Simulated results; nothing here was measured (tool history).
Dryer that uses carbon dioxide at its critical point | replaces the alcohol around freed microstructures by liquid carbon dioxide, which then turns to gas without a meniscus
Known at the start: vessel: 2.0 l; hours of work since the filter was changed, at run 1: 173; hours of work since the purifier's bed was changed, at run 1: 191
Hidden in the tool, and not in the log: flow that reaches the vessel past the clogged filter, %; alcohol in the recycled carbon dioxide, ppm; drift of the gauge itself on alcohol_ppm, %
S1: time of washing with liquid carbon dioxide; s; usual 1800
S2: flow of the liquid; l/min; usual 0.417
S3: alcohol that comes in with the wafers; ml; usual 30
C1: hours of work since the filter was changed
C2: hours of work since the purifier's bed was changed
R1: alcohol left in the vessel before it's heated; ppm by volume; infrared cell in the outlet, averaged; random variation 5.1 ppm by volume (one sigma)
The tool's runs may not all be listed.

run,hour,S1,S2,S3,C1,C2,R1
1,0.0,1800,0.417,30,173,191,89
2,22.8,1800,0.417,30,181,199,100
3,46.9,1800,0.417,30,190,208,92
4,77.8,1800,0.417,30,201,219,97
5,92.8,1260,0.417,30,206,224,416
6,122.3,1800,0.596,30,217,235,23
7,151.5,2880,0.596,99,227,245,23
# hour 180.2: inlet filter changed
8,183.4,2880,0.596,99,1,256,24
9,216.5,1140,0.633,99,13,268,285
10,239.0,2220,0.417,82,21,276,54
11,265.7,1440,0.287,34,30,285,833

Forecast each of these 4 alternatives for the next run:
A,297.4,2880,0.659,40,42,297,?
B,297.4,1620,0.270,37,42,297,?
C,297.4,2040,0.324,108,42,297,?
D,297.4,1740,0.456,54,42,297,?

run,R1
A,20
B,766
C,444
D,111
Without the tool's hidden state the same runs would have given:
run,R1
A,8
B,728
C,409
D,93

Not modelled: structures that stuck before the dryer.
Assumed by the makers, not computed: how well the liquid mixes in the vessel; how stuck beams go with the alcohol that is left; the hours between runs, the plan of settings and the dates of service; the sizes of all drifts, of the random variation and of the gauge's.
